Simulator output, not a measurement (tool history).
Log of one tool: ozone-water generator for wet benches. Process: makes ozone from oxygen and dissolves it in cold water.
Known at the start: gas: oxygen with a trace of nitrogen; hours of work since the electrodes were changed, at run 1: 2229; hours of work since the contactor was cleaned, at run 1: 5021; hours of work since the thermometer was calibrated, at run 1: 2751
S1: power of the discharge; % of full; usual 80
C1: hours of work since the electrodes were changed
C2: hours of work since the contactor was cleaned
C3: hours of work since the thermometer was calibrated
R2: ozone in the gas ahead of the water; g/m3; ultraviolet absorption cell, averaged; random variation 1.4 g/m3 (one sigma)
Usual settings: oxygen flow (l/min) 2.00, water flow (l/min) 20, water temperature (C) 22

run 1 hour=0.0 | S1=80 oxygen_flow_(l/min)=2.00 water_flow_(l/min)=20 water_temperature_(C)=22 | C1=2229 C2=5021 C3=2751 | dissolved_ozone_(ppm)=14.4 R2=253.3
run 2 hour=106.3 | S1=80 oxygen_flow_(l/min)=2.00 water_flow_(l/min)=20 water_temperature_(C)=28 | C1=2325 C2=5117 C3=2847 | dissolved_ozone_(ppm)=13.3 R2=254.6
-- hour=219.1 water thermometer calibrated
run 3 hour=246.3 | S1=80 oxygen_flow_(l/min)=2.00 water_flow_(l/min)=20 water_temperature_(C)=28 | C1=2452 C2=5244 C3=25 | dissolved_ozone_(ppm)=13.4 R2=254.8
run 4 hour=335.3 | S1=80 oxygen_flow_(l/min)=1.38 water_flow_(l/min)=20 water_temperature_(C)=22 | C1=2532 C2=5324 C3=105 | dissolved_ozone_(ppm)=12.6 R2=303.9
run 5 hour=422.8 | S1=80 oxygen_flow_(l/min)=1.05 water_flow_(l/min)=20 water_temperature_(C)=22 | C1=2611 C2=5404 C3=185 | dissolved_ozone_(ppm)=11.5 R2=347.6
run 6 hour=483.4 | S1=80 oxygen_flow_(l/min)=1.05 water_flow_(l/min)=20 water_temperature_(C)=22 | C1=2666 C2=5459 C3=239 | dissolved_ozone_(ppm)=11.6 R2=347.6
run 7 hour=603.1 | S1=80 oxygen_flow_(l/min)=1.05 water_flow_(l/min)=20 water_temperature_(C)=22 | C1=2775 C2=5567 C3=348 | dissolved_ozone_(ppm)=11.3 R2=345.5
run 8 hour=666.2 | S1=80 oxygen_flow_(l/min)=2.00 water_flow_(l/min)=20 water_temperature_(C)=22 | C1=2832 C2=5624 C3=405 | dissolved_ozone_(ppm)=14.1 R2=251.8
run 9 hour=807.9 | S1=80 oxygen_flow_(l/min)=2.00 water_flow_(l/min)=20 water_temperature_(C)=22 | C1=2960 C2=5753 C3=533 | dissolved_ozone_(ppm)=13.9 R2=251.0
run 10 hour=881.7 | S1=80 oxygen_flow_(l/min)=2.00 water_flow_(l/min)=17 water_temperature_(C)=22 | C1=3027 C2=5819 C3=600 | dissolved_ozone_(ppm)=16.1 R2=248.8
run 11 hour=956.3 | S1=80 oxygen_flow_(l/min)=2.00 water_flow_(l/min)=20 water_temperature_(C)=22 | C1=3095 C2=5887 C3=668 | dissolved_ozone_(ppm)=13.7 R2=246.3
run 12 hour=1022.6 | S1=80 oxygen_flow_(l/min)=2.82 water_flow_(l/min)=20 water_temperature_(C)=22 | C1=3155 C2=5947 C3=728 | dissolved_ozone_(ppm)=14.6 R2=208.4
run 13 hour=1166.4 | S1=80 oxygen_flow_(l/min)=2.82 water_flow_(l/min)=20 water_temperature_(C)=22 | C1=3285 C2=6077 C3=858 | dissolved_ozone_(ppm)=14.5 R2=205.5
run 14 hour=1283.7 | S1=80 oxygen_flow_(l/min)=2.00 water_flow_(l/min)=20 water_temperature_(C)=24 | C1=3391 C2=6184 C3=964 | dissolved_ozone_(ppm)=13.4 R2=246.1
run 15 hour=1404.3 | S1=80 oxygen_flow_(l/min)=2.00 water_flow_(l/min)=20 water_temperature_(C)=16 | C1=3501 C2=6293 C3=1074 | dissolved_ozone_(ppm)=14.1 R2=247.0
run 16 hour=1489.6 | S1=80 oxygen_flow_(l/min)=2.00 water_flow_(l/min)=20 water_temperature_(C)=16 | C1=3578 C2=6370 C3=1151 | dissolved_ozone_(ppm)=14.3 R2=244.5
run 17 hour=1597.3 | S1=80 oxygen_flow_(l/min)=2.00 water_flow_(l/min)=20 water_temperature_(C)=16 | C1=3675 C2=6468 C3=1249 | dissolved_ozone_(ppm)=13.9 R2=244.0
run 18 hour=1737.1 | S1=58 oxygen_flow_(l/min)=2.00 water_flow_(l/min)=20 water_temperature_(C)=17 | C1=3802 C2=6594 C3=1375 | dissolved_ozone_(ppm)=11.5 R2=194.6
run 19 hour=1880.0 | S1=58 oxygen_flow_(l/min)=1.01 water_flow_(l/min)=20 water_temperature_(C)=18 | C1=3932 C2=6724 C3=1505 | dissolved_ozone_(ppm)=9.0 R2=278.4
run 20 hour=2022.6 | S1=58 oxygen_flow_(l/min)=1.01 water_flow_(l/min)=20 water_temperature_(C)=18 | C1=4061 C2=6853 C3=1634 | dissolved_ozone_(ppm)=8.8 R2=279.2
run 21 hour=2153.0 | S1=58 oxygen_flow_(l/min)=1.01 water_flow_(l/min)=20 water_temperature_(C)=18 | C1=4179 C2=6971 C3=1752 | dissolved_ozone_(ppm)=8.9 R2=279.1
run 22 hour=2215.5 | S1=80 oxygen_flow_(l/min)=2.28 water_flow_(l/min)=19 water_temperature_(C)=22 | C1=4235 C2=7028 C3=1809 | dissolved_ozone_(ppm)=14.2 R2=229.8
run 23 hour=2322.2 | S1=80 oxygen_flow_(l/min)=2.27 water_flow_(l/min)=15 water_temperature_(C)=22 | C1=4332 C2=7124 C3=1905 | dissolved_ozone_(ppm)=17.8 R2=225.8
run 24 hour=2408.5 | S1=80 oxygen_flow_(l/min)=2.27 water_flow_(l/min)=15 water_temperature_(C)=22 | C1=4410 C2=7203 C3=1983 | dissolved_ozone_(ppm)=17.7 R2=224.9
run 25 hour=2470.2 | S1=41 oxygen_flow_(l/min)=1.99 water_flow_(l/min)=20 water_temperature_(C)=22 | C1=4466 C2=7258 C3=2039 | dissolved_ozone_(ppm)=8.3 R2=156.9
run 26 hour=2604.8 | S1=41 oxygen_flow_(l/min)=1.89 water_flow_(l/min)=15 water_temperature_(C)=22 | C1=4588 C2=7380 C3=2161 | dissolved_ozone_(ppm)=11.2 R2=160.0
run 27 hour=2691.9 | S1=80 oxygen_flow_(l/min)=1.00 water_flow_(l/min)=20 water_temperature_(C)=22 | C1=4667 C2=7459 C3=2240 | dissolved_ozone_(ppm)=10.5 R2=340.3
run 28 hour=2826.1 | S1=41 oxygen_flow_(l/min)=3.37 water_flow_(l/min)=18 water_temperature_(C)=17 | C1=4789 C2=7581 C3=2362 | dissolved_ozone_(ppm)=10.8 R2=120.1
run 29 hour=2902.7 | S1=80 oxygen_flow_(l/min)=2.00 water_flow_(l/min)=15 water_temperature_(C)=22 | C1=4858 C2=7650 C3=2431 | dissolved_ozone_(ppm)=17.1 R2=241.1
run 30 hour=2982.7 | S1=80 oxygen_flow_(l/min)=1.68 water_flow_(l/min)=15 water_temperature_(C)=15 | C1=4930 C2=7723 C3=2504 | dissolved_ozone_(ppm)=17.4 R2=262.6
run 31 hour=3119.0 | S1=80 oxygen_flow_(l/min)=1.68 water_flow_(l/min)=25 water_temperature_(C)=15 | C1=5054 C2=7846 C3=2627 | dissolved_ozone_(ppm)=10.0 R2=260.9
run 32 hour=3237.5 | S1=80 oxygen_flow_(l/min)=3.34 water_flow_(l/min)=13 water_temperature_(C)=22 | C1=5161 C2=7954 C3=2734 | dissolved_ozone_(ppm)=20.0 R2=183.6

How the hidden state differs across the entries between the runs, from the last listed run before each to the first after it:
Between runs 2 and 3: water thermometer calibrated (hour 219.1)
  yield of the discharge, % of new electrodes': 95.1 -> 94.8; contactor's efficiency, % of a clean one's: 88 -> 87.7; true water temperature over the reading, C: 0.08 -> 0.07
  measured less the result without the state, dissolved ozone (ppm): -1.6 -> -1.7; R2: -14.3 -> -15.2 g/m3

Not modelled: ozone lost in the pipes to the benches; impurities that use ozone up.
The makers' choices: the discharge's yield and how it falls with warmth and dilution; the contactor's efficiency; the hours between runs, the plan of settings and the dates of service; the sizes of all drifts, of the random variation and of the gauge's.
